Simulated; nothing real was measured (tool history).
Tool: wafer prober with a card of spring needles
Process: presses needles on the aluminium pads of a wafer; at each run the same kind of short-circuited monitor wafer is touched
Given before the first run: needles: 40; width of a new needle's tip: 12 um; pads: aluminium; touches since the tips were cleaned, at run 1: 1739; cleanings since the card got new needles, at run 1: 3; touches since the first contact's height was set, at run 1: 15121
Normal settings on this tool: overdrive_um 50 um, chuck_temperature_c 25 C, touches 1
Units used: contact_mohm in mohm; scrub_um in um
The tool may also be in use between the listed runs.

run	day	overdrive_um	chuck_temperature_c	touches	touches since the tips were cleaned	cleanings since the card got new needles	touches since the first contact's height was set	contact_mohm	scrub_um
1	0.000	50	25	1	1739	3	15121	193	9.27
# day 0.488: tips cleaned on abrasive film
# day 1.358: tips cleaned on abrasive film
# day 2.117: tips cleaned on abrasive film
2	2.750	50	25	1	3237	6	29161	222	9.10
# day 2.938: tips cleaned on abrasive film
# day 3.775: tips cleaned on abrasive film
# day 4.617: tips cleaned on abrasive film
3	5.317	50	25	1	3596	9	42284	232	9.25
# day 5.508: tips cleaned on abrasive film
# day 6.333: tips cleaned on abrasive film
# day 7.154: tips cleaned on abrasive film
# day 7.904: tips cleaned on abrasive film
4	7.904	50	25	1	0	13	55461	166	9.22
# day 8.771: tips cleaned on abrasive film
5	9.467	50	25	1	3580	14	63468	234	9.27
# day 9.658: tips cleaned on abrasive film
# day 10.500: tips cleaned on abrasive film
6	10.788	50	25	2	1474	16	70198	181	9.26
# day 11.338: tips cleaned on abrasive film
# day 12.167: tips cleaned on abrasive film
# day 13.079: tips cleaned on abrasive film
7	13.429	50	25	2	1778	19	83687	182	9.03
# day 13.904: tips cleaned on abrasive film
# day 14.775: tips cleaned on abrasive film
8	15.283	50	25	1	2612	21	93171	224	8.99
# day 15.592: tips cleaned on abrasive film
# day 16.500: tips cleaned on abrasive film
9	16.667	50	25	1	849	23	100229	186	8.92
# day 17.408: tips cleaned on abrasive film
# day 18.325: tips cleaned on abrasive film
# day 19.183: tips cleaned on abrasive film
10	19.225	50	25	1	211	26	113293	172	8.90
# day 19.958: tips cleaned on abrasive film
# day 20.742: tips cleaned on abrasive film
# day 21.633: tips cleaned on abrasive film
11	21.929	50	92	1	1521	29	127104	206	8.91
# day 22.433: tips cleaned on abrasive film
# day 23.217: tips cleaned on abrasive film
# day 24.038: tips cleaned on abrasive film
12	24.508	50	92	1	2417	32	140275	230	8.89
# day 24.879: tips cleaned on abrasive film
# day 25.754: tips cleaned on abrasive film
13	26.217	50	42	1	2368	34	148997	220	8.95
# day 26.588: tips cleaned on abrasive film
# day 27.333: tips cleaned on abrasive film
# day 28.142: tips cleaned on abrasive film
14	28.467	50	42	1	1667	37	160487	210	8.90
# day 28.904: tips cleaned on abrasive film
# day 29.646: tips cleaned on abrasive film
# day 30.500: tips cleaned on abrasive film
15	30.683	47	42	2	961	40	171806	185	8.33
# day 31.404: tips cleaned on abrasive film
16	31.962	47	79	2	2867	41	178331	209	8.27
# day 32.150: tips cleaned on abrasive film
# day 33.050: tips cleaned on abrasive film
17	33.283	47	31	1	1204	43	185083	214	8.21
# day 33.800: tips cleaned on abrasive film
# day 34.675: tips cleaned on abrasive film
# day 35.596: tips cleaned on abrasive film
18	35.712	61	59	1	600	46	197472	179	10.71
# day 36.379: tips cleaned on abrasive film
# day 37.229: tips cleaned on abrasive film
# day 38.083: tips cleaned on abrasive film
19	38.154	51	38	2	373	49	209947	168	8.95
# day 38.846: tips cleaned on abrasive film
# day 39.650: tips cleaned on abrasive film
20	39.988	64	25	1	1736	51	219309	188	11.37
# day 40.533: tips cleaned on abrasive film
# day 41.362: tips cleaned on abrasive film
21	41.475	38	33	1	581	53	226905	196	6.46
# day 42.217: tips cleaned on abrasive film
# day 43.017: tips cleaned on abrasive film
22	43.246	38	33	1	1187	55	235951	234	6.28
# day 43.783: tips cleaned on abrasive film
# day 43.796: height of the first contact set anew
# day 44.642: tips cleaned on abrasive film
23	44.858	38	33	1	1120	57	5444	227	7.05
# day 45.400: tips cleaned on abrasive film
# day 46.225: tips cleaned on abrasive film
# day 46.975: tips cleaned on abrasive film
24	46.975	65	33	2	0	60	16230	156	11.95
# day 47.858: tips cleaned on abrasive film
25	48.288	65	33	2	2193	61	22939	176	11.87
# day 48.692: tips cleaned on abrasive film
# day 49.479: tips cleaned on abrasive film
# day 50.308: tips cleaned on abrasive film
26	50.771	50	91	2	2374	64	35623	201	9.29
# day 51.083: tips cleaned on abrasive film
# day 51.933: tips cleaned on abrasive film
27	52.658	50	60	2	3728	66	45277	213	9.18

Describe how what the log doesn't record of the tool's condition differs between the last listed run preceding each entry between runs and the first listed run following it.
Logged between run 1 and run 2: tips cleaned on abrasive film (day 0.488); tips cleaned on abrasive film (day 1.358); tips cleaned on abrasive film (day 2.117)
  debris on the tips, nm: 30.5 -> 54.4; way that the needles fall short of the set height, um: 0.2 -> 0.38; tips' diameter, um: 12.07 -> 12.13
  measured value less the no-hidden-state value, contact_mohm: +38 -> +69 mohm; scrub_um: -0.03 -> -0.07 um
Logged between run 2 and run 3: tips cleaned on abrasive film (day 2.938); tips cleaned on abrasive film (day 3.775); tips cleaned on abrasive film (day 4.617)
  debris on the tips, nm: 54.4 -> 59.5; way that the needles fall short of the set height, um: 0.38 -> 0.57; tips' diameter, um: 12.13 -> 12.2
  measured value less the no-hidden-state value, contact_mohm: +69 -> +77 mohm; scrub_um: -0.07 -> -0.11 um
Logged between run 3 and run 4: tips cleaned on abrasive film (day 5.508); tips cleaned on abrasive film (day 6.333); tips cleaned on abrasive film (day 7.154); tips cleaned on abrasive film (day 7.904)
  debris on the tips, nm: 59.5 -> 7.7; way that the needles fall short of the set height, um: 0.57 -> 0.76; tips' diameter, um: 12.2 -> 12.27
  measured value less the no-hidden-state value, contact_mohm: +77 -> +11 mohm; scrub_um: -0.11 -> -0.14 um
Logged between run 4 and run 5: tips cleaned on abrasive film (day 8.771)
  debris on the tips, nm: 7.7 -> 57.7; way that the needles fall short of the set height, um: 0.76 -> 0.82; tips' diameter, um: 12.27 -> 12.29
  measured value less the no-hidden-state value, contact_mohm: +11 -> +77 mohm; scrub_um: -0.14 -> -0.16 um
Logged between run 5 and run 6: tips cleaned on abrasive film (day 9.658); tips cleaned on abrasive film (day 10.500)
  debris on the tips, nm: 57.7 -> 30.5; way that the needles fall short of the set height, um: 0.82 -> 0.96; tips' diameter, um: 12.29 -> 12.34
  measured value less the no-hidden-state value, contact_mohm: +77 -> +25 mohm; scrub_um: -0.16 -> -0.18 um
Logged between run 6 and run 7: tips cleaned on abrasive film (day 11.338); tips cleaned on abrasive film (day 12.167); tips cleaned on abrasive film (day 13.079)
  debris on the tips, nm: 30.5 -> 35.3; way that the needles fall short of the set height, um: 0.96 -> 1.16; tips' diameter, um: 12.34 -> 12.41
  measured value less the no-hidden-state value, contact_mohm: +25 -> +29 mohm; scrub_um: -0.18 -> -0.21 um
Logged between run 7 and run 8: tips cleaned on abrasive film (day 13.904); tips cleaned on abrasive film (day 14.775)
  debris on the tips, nm: 35.3 -> 48.8; way that the needles fall short of the set height, um: 1.16 -> 1.27; tips' diameter, um: 12.41 -> 12.45
  measured value less the no-hidden-state value, contact_mohm: +29 -> +67 mohm; scrub_um: -0.21 -> -0.23 um
Logged between run 8 and run 9: tips cleaned on abrasive film (day 15.592); tips cleaned on abrasive film (day 16.500)
  debris on the tips, nm: 48.8 -> 24; way that the needles fall short of the set height, um: 1.27 -> 1.4; tips' diameter, um: 12.45 -> 12.49
  measured value less the no-hidden-state value, contact_mohm: +67 -> +33 mohm; scrub_um: -0.23 -> -0.26 um
Logged between run 9 and run 10: tips cleaned on abrasive film (day 17.408); tips cleaned on abrasive film (day 18.325); tips cleaned on abrasive film (day 19.183)
  debris on the tips, nm: 24 -> 11.7; way that the needles fall short of the set height, um: 1.4 -> 1.57; tips' diameter, um: 12.49 -> 12.55
  measured value less the no-hidden-state value, contact_mohm: +33 -> +18 mohm; scrub_um: -0.26 -> -0.29 um
Logged between run 10 and run 11: tips cleaned on abrasive film (day 19.958); tips cleaned on abrasive film (day 20.742); tips cleaned on abrasive film (day 21.633)
  debris on the tips, nm: 11.7 -> 33.2; way that the needles fall short of the set height, um: 1.57 -> 1.77; tips' diameter, um: 12.55 -> 12.62
  measured value less the no-hidden-state value, contact_mohm: +18 -> +43 mohm; scrub_um: -0.29 -> -0.32 um
Logged between run 11 and run 12: tips cleaned on abrasive film (day 22.433); tips cleaned on abrasive film (day 23.217); tips cleaned on abrasive film (day 24.038)
  debris on the tips, nm: 33.2 -> 46.6; way that the needles fall short of the set height, um: 1.77 -> 1.96; tips' diameter, um: 12.62 -> 12.68
  measured value less the no-hidden-state value, contact_mohm: +43 -> +61 mohm; scrub_um: -0.32 -> -0.36 um
Logged between run 12 and run 13: tips cleaned on abrasive film (day 24.879); tips cleaned on abrasive film (day 25.754)
  debris on the tips, nm: 46.6 -> 42.4; way that the needles fall short of the set height, um: 1.96 -> 2.11; tips' diameter, um: 12.68 -> 12.74
  measured value less the no-hidden-state value, contact_mohm: +61 -> +62 mohm; scrub_um: -0.36 -> -0.39 um
Logged between run 13 and run 14: tips cleaned on abrasive film (day 26.588); tips cleaned on abrasive film (day 27.333); tips cleaned on abrasive film (day 28.142)
  debris on the tips, nm: 42.4 -> 37.7; way that the needles fall short of the set height, um: 2.11 -> 2.29; tips' diameter, um: 12.74 -> 12.8
  measured value less the no-hidden-state value, contact_mohm: +62 -> +54 mohm; scrub_um: -0.39 -> -0.42 um
Logged between run 14 and run 15: tips cleaned on abrasive film (day 28.904); tips cleaned on abrasive film (day 29.646); tips cleaned on abrasive film (day 30.500)
  debris on the tips, nm: 37.7 -> 24.2; way that the needles fall short of the set height, um: 2.29 -> 2.5; tips' diameter, um: 12.8 -> 12.88
  measured value less the no-hidden-state value, contact_mohm: +54 -> +26 mohm; scrub_um: -0.42 -> -0.46 um
Logged between run 15 and run 16: tips cleaned on abrasive film (day 31.404)
  debris on the tips, nm: 24.2 -> 48.6; way that the needles fall short of the set height, um: 2.5 -> 2.57; tips' diameter, um: 12.88 -> 12.9
  measured value less the no-hidden-state value, contact_mohm: +26 -> +46 mohm; scrub_um: -0.46 -> -0.48 um
Logged between run 16 and run 17: tips cleaned on abrasive film (day 32.150); tips cleaned on abrasive film (day 33.050)
  debris on the tips, nm: 48.6 -> 33; way that the needles fall short of the set height, um: 2.57 -> 2.7; tips' diameter, um: 12.9 -> 12.95
  measured value less the no-hidden-state value, contact_mohm: +46 -> +58 mohm; scrub_um: -0.48 -> -0.50 um
Logged between run 17 and run 18: tips cleaned on abrasive film (day 33.800); tips cleaned on abrasive film (day 34.675); tips cleaned on abrasive film (day 35.596)
  debris on the tips, nm: 33 -> 18; way that the needles fall short of the set height, um: 2.7 -> 2.87; tips' diameter, um: 12.95 -> 13
  measured value less the no-hidden-state value, contact_mohm: +58 -> +20 mohm; scrub_um: -0.50 -> -0.53 um
Logged between run 18 and run 19: tips cleaned on abrasive film (day 36.379); tips cleaned on abrasive film (day 37.229); tips cleaned on abrasive film (day 38.083)
  debris on the tips, nm: 18 -> 12.1; way that the needles fall short of the set height, um: 2.87 -> 3.04; tips' diameter, um: 13 -> 13.06
  measured value less the no-hidden-state value, contact_mohm: +20 -> +12 mohm; scrub_um: -0.53 -> -0.56 um
Logged between run 19 and run 20: tips cleaned on abrasive film (day 38.846); tips cleaned on abrasive film (day 39.650)
  debris on the tips, nm: 12.1 -> 33.4; way that the needles fall short of the set height, um: 3.04 -> 3.18; tips' diameter, um: 13.06 -> 13.11
  measured value less the no-hidden-state value, contact_mohm: +12 -> +35 mohm; scrub_um: -0.56 -> -0.59 um
Logged between run 20 and run 21: tips cleaned on abrasive film (day 40.533); tips cleaned on abrasive film (day 41.362)
  debris on the tips, nm: 33.4 -> 14.3; way that the needles fall short of the set height, um: 3.18 -> 3.28; tips' diameter, um: 13.11 -> 13.15
  measured value less the no-hidden-state value, contact_mohm: +35 -> +40 mohm; scrub_um: -0.59 -> -0.61 um
Logged between run 21 and run 22: tips cleaned on abrasive film (day 42.217); tips cleaned on abrasive film (day 43.017)
  debris on the tips, nm: 14.3 -> 26; way that the needles fall short of the set height, um: 3.28 -> 3.41; tips' diameter, um: 13.15 -> 13.19
  measured value less the no-hidden-state value, contact_mohm: +40 -> +74 mohm; scrub_um: -0.61 -> -0.63 um
Logged between run 22 and run 23: tips cleaned on abrasive film (day 43.783); height of the first contact set anew (day 43.796); tips cleaned on abrasive film (day 44.642)
  debris on the tips, nm: 26 -> 28.1; way that the needles fall short of the set height, um: 3.41 -> 0.07; tips' diameter, um: 13.19 -> 13.24
  measured value less the no-hidden-state value, contact_mohm: +74 -> +67 mohm; scrub_um: -0.63 -> -0.01 um
Logged between run 23 and run 24: tips cleaned on abrasive film (day 45.400); tips cleaned on abrasive film (day 46.225); tips cleaned on abrasive film (day 46.975)
  debris on the tips, nm: 28.1 -> 6.6; way that the needles fall short of the set height, um: 0.07 -> 0.24; tips' diameter, um: 13.24 -> 13.3
  measured value less the no-hidden-state value, contact_mohm: +67 -> +4 mohm; scrub_um: -0.01 -> -0.05 um
Logged between run 24 and run 25: tips cleaned on abrasive film (day 47.858)
  debris on the tips, nm: 6.6 -> 41.2; way that the needles fall short of the set height, um: 0.24 -> 0.3; tips' diameter, um: 13.3 -> 13.32
  measured value less the no-hidden-state value, contact_mohm: +4 -> +23 mohm; scrub_um: -0.05 -> -0.05 um
Logged between run 25 and run 26: tips cleaned on abrasive film (day 48.692); tips cleaned on abrasive film (day 49.479); tips cleaned on abrasive film (day 50.308)
  debris on the tips, nm: 41.2 -> 40.4; way that the needles fall short of the set height, um: 0.3 -> 0.48; tips' diameter, um: 13.32 -> 13.39
  measured value less the no-hidden-state value, contact_mohm: +23 -> +34 mohm; scrub_um: -0.05 -> -0.09 um
Logged between run 26 and run 27: tips cleaned on abrasive film (day 51.083); tips cleaned on abrasive film (day 51.933)
  debris on the tips, nm: 40.4 -> 60.6; way that the needles fall short of the set height, um: 0.48 -> 0.63; tips' diameter, um: 13.39 -> 13.44
  measured value less the no-hidden-state value, contact_mohm: +34 -> +52 mohm; scrub_um: -0.09 -> -0.12 um
